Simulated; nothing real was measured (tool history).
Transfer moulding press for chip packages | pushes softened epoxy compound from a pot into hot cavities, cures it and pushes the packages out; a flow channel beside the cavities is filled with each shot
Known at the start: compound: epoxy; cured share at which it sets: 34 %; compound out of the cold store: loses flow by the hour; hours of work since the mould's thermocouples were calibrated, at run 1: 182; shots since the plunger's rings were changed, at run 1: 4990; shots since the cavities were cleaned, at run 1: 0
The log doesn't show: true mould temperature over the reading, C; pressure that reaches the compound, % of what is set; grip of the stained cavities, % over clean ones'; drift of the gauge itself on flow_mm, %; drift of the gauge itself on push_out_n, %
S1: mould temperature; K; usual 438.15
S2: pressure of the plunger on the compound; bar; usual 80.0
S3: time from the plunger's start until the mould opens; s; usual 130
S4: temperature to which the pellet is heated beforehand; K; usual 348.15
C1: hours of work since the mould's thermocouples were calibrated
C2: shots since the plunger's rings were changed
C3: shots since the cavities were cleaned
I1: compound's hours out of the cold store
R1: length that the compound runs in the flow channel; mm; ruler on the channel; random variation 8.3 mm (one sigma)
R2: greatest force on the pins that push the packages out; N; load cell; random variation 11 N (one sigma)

| run | hour | S1 | S2 | S3 | S4 | C1 | C2 | C3 | I1 | R1 | R2 |
|---|---|---|---|---|---|---|---|---|---|---|---|
| 1 | 0.0 | 438.15 | 80.0 | 130 | 348.15 | 182 | 4990 | 0 | 45.6 | 771 | 527 |
| 2 | 8.5 | 438.15 | 60.1 | 130 | 348.15 | 186 | 5049 | 59 | 24.7 | 743 | 637 |
| 3 | 14.9 | 438.15 | 60.1 | 130 | 348.15 | 189 | 5093 | 103 | 18.9 | 760 | 646 |
| 4 | 25.3 | 438.15 | 80.0 | 130 | 348.15 | 194 | 5165 | 175 | 32.1 | 815 | 742 |
|  | 28.5 | plunger's sealing rings changed |
| 5 | 34.3 | 438.15 | 80.0 | 130 | 348.15 | 197 | 40 | 220 | 23.2 | 944 | 750 |
| 6 | 41.1 | 438.15 | 80.0 | 148 | 348.15 | 201 | 87 | 267 | 24.0 | 945 | 679 |
| 7 | 49.0 | 438.15 | 80.0 | 112 | 348.15 | 204 | 142 | 322 | 23.1 | 935 | 1113 |
| 8 | 59.1 | 438.15 | 80.0 | 130 | 348.15 | 209 | 212 | 392 | 18.2 | 983 | 891 |
| 9 | 65.6 | 438.15 | 80.0 | 130 | 342.15 | 212 | 257 | 437 | 39.7 | 854 | 879 |
| 10 | 75.2 | 438.15 | 80.0 | 130 | 348.15 | 217 | 324 | 504 | 46.7 | 815 | 864 |
| 11 | 84.1 | 438.15 | 80.0 | 130 | 348.15 | 221 | 385 | 565 | 39.1 | 851 | 932 |
| 12 | 91.2 | 438.15 | 80.0 | 130 | 348.15 | 224 | 434 | 614 | 14.6 | 1007 | 970 |
| 13 | 99.3 | 438.15 | 80.0 | 130 | 348.15 | 228 | 490 | 670 | 13.5 | 993 | 986 |
| 14 | 106.7 | 438.15 | 80.0 | 130 | 348.15 | 232 | 541 | 721 | 17.9 | 982 | 994 |
| 15 | 115.7 | 438.15 | 80.0 | 140 | 344.15 | 236 | 603 | 783 | 8.0 | 1025 | 971 |
| 16 | 128.5 | 432.15 | 83.5 | 136 | 357.15 | 242 | 693 | 873 | 13.9 | 1029 | 1383 |
| 17 | 140.1 | 432.15 | 83.5 | 136 | 357.15 | 248 | 772 | 952 | 11.9 | 1038 | 1387 |
| 18 | 148.8 | 432.15 | 83.5 | 136 | 357.15 | 252 | 833 | 1013 | 20.6 | 1016 | 1322 |
| 19 | 160.5 | 433.15 | 75.7 | 146 | 341.15 | 257 | 914 | 1094 | 8.0 | 1025 | 1211 |
|  | 164.6 | cavities cleaned with cleaning compound and waxed |
| 20 | 169.9 | 433.15 | 75.7 | 146 | 341.15 | 261 | 968 | 37 | 34.8 | 872 | 632 |
| 21 | 182.5 | 438.15 | 75.7 | 146 | 345.15 | 267 | 1055 | 124 | 8.0 | 1001 | 614 |
| 22 | 195.5 | 438.15 | 75.7 | 146 | 345.15 | 273 | 1145 | 214 | 26.3 | 879 | 655 |
| 23 | 201.4 | 438.15 | 80.0 | 130 | 338.15 | 276 | 1187 | 256 | 14.0 | 988 | 823 |
| 24 | 213.1 | 438.15 | 80.0 | 130 | 338.15 | 282 | 1268 | 337 | 10.5 | 1015 | 920 |
| 25 | 223.6 | 431.15 | 80.0 | 130 | 348.15 | 287 | 1340 | 409 | 10.6 | 1028 | 1418 |
| 26 | 234.1 | 431.15 | 78.5 | 145 | 354.15 | 292 | 1413 | 482 | 37.9 | 858 | 1095 |
| 27 | 247.0 | 442.15 | 80.0 | 130 | 340.15 | 298 | 1502 | 571 | 34.5 | 861 | 831 |
| 28 | 257.8 | 439.15 | 65.6 | 139 | 354.15 | 303 | 1577 | 646 | 11.8 | 894 | 847 |

5 ways to go on from here, each from the tool as it stands after run 28. What would each give?
| A | 266.1 | 439.15 | 65.6 | 119 | 357.15 | 307 | 1634 | 703 | 44.5 | ? | ? |
| B | 266.1 | 440.15 | 80.0 | 130 | 348.15 | 307 | 1634 | 703 | 29.3 | ? | ? |
| C | 266.1 | 431.15 | 80.0 | 130 | 348.15 | 307 | 1634 | 703 | 26.8 | ? | ? |
| D | 266.1 | 439.15 | 65.6 | 136 | 345.15 | 307 | 1634 | 703 | 15.7 | ? | ? |
| E | 266.1 | 439.15 | 65.6 | 137 | 354.15 | 307 | 1634 | 703 | 21.5 | ? | ? |

| run | R1 | R2 |
|---|---|---|
| A | 738 | 1001 |
| B | 888 | 884 |
| C | 930 | 1574 |
| D | 883 | 927 |
| E | 843 | 871 |
Without the tool's hidden state the same runs would have given:
| run | R1 | R2 |
|---|---|---|
| A | 757 | 533 |
| B | 911 | 473 |
| C | 953 | 825 |
| D | 906 | 498 |
| E | 864 | 467 |
